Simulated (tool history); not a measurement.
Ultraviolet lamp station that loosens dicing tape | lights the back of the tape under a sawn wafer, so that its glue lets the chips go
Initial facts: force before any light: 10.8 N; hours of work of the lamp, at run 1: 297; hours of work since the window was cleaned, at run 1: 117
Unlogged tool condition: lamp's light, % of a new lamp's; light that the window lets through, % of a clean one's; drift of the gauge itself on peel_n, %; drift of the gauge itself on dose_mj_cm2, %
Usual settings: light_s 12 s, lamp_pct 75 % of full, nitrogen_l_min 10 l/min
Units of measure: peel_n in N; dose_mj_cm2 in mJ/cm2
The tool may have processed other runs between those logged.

run	hour	light_s	lamp_pct	nitrogen_l_min	hours of work of the lamp	hours of work since the window was cleaned	peel_n	dose_mj_cm2
1	0.0	12	75	10	297	117	0.524	182
2	10.4	12	75	10	301	121	0.537	186
3	30.3	7	75	10	310	130	1.764	110
4	43.5	12	75	10	315	135	0.534	187
5	56.2	12	75	10	320	140	0.535	187
6	67.1	8	75	10	325	145	1.441	119
7	80.2	12	94	10	330	150	0.282	229
8	97.1	12	94	10	338	158	0.294	233
9	121.3	12	94	10	348	168	0.280	232
10	140.6	12	73	10	356	176	0.608	179
11	164.1	12	75	10	366	186	0.580	181
12	176.9	12	75	10	371	191	0.551	180
13	191.3	12	75	10	377	197	0.554	185
14	207.5	12	75	10	384	204	0.566	184
15	229.8	12	75	10	393	213	0.591	178
16	244.0	12	75	10	399	219	0.595	179
17	255.2	12	76	10	404	224	0.568	185
18	274.7	21	75	10	412	232	0.125	310
19	292.6	21	75	10	419	239	0.115	313
20	318.1	12	75	5	430	250	0.947	175
21	337.7	12	75	10	438	258	0.606	179
22	351.2	12	75	10	444	264	0.625	179
23	365.7	10	91	19	450	270	0.433	177
24	378.9	24	86	10	455	275	0.074	405
25	403.1	24	86	10	465	285	0.067	403
26	421.9	24	65	4	473	293	0.249	304
# hour 424.0: window cleaned of glue's vapour
27	434.9	24	65	4	479	5	0.207	319
28	446.5	17	65	4	483	9	0.578	226
29	471.9	15	94	11	494	20	0.132	289
30	496.4	18	75	3	504	30	0.419	279
31	521.3	18	75	3	515	41	0.429	274
32	544.6	9	76	4	524	50	1.735	140
33	568.9	12	80	5	535	61	0.729	193
34	588.2	16	80	4	543	69	0.400	258
35	609.6	16	80	4	552	78	0.406	258
36	629.5	17	70	20	560	86	0.173	241
37	654.8	17	94	6	570	96	0.153	318
38	678.7	17	94	6	580	106	0.146	318
39	697.7	20	94	10	588	114	0.079	371
40	721.8	20	94	10	598	124	0.082	368
41	742.3	20	94	10	607	133	0.079	370
42	758.5	8	98	5	614	140	1.249	152
43	774.1	18	94	10	620	146	0.107	332

Forecast each of these 4 alternatives for the next run:
A	784.9	6	81	10	625	151	?	?
B	784.9	9	62	12	625	151	?	?
C	784.9	6	75	10	625	151	?	?
D	784.9	9	89	6	625	151	?	?

run	peel_n	dose_mj_cm2
A	2.297	98
B	1.687	111
C	2.542	87
D	1.056	161
Take away the tool's hidden state, keep each run's random variation, and the runs would have read:
run	peel_n	dose_mj_cm2
A	1.877	110
B	1.331	126
C	2.107	99
D	0.792	181

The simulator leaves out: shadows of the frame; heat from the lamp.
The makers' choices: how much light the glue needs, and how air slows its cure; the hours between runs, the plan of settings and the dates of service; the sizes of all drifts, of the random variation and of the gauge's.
